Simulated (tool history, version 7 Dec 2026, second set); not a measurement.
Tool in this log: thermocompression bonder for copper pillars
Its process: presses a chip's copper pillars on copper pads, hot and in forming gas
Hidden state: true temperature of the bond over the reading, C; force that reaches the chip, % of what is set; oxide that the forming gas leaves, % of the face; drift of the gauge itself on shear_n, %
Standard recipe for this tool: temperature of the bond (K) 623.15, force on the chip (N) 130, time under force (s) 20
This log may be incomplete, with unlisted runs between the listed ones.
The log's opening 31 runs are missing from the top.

run   hour  temperature of the bond (K)  force on the chip (N)  time under force (s)  hours of work since the heater was calibrated  hours of work since the force cell was calibrated  hours of work since the gas filter was changed  force that shears a chip off (N)
 32  499.6                       630.15                     94                    40                                             24                                                731                                              84                              60.7
 33  520.6                       638.15                    130                    20                                             36                                                743                                              97                              63.2
 34  532.5                       623.15                    130                    20                                             43                                                750                                             103                              56.2
 35  543.6                       623.15                    130                    20                                             49                                                757                                             110                              54.6
 36  562.4                       623.15                    158                    20                                             60                                                768                                             121                              58.9
 37  581.6                       623.15                    186                    13                                             71                                                779                                             132                              58.9
 38  595.6                       644.15                    161                    31                                             79                                                787                                             140                              71.2
 39  617.5                       595.15                     92                    15                                             92                                                800                                             153                              28.4
 40  636.5                       623.15                    149                    29                                            103                                                811                                             164                              60.7

3 options for the next run, each taken on its own from the tool as it stands now. Forecast them:
  A  656.4                       596.15                     85                    20                                            115                                                822                                             175                                 ?
  B  656.4                       630.15                    153                    29                                            115                                                822                                             175                                 ?
  C  656.4                       609.15                    137                    50                                            115                                                822                                             175                                 ?

run  force that shears a chip off (N)
  A                              29.7
  B                              65.1
  C                              59.9
With no hidden state in the tool, these same runs would have given:
run  force that shears a chip off (N)
  A                              34.3
  B                              72.8
  C                              67.5
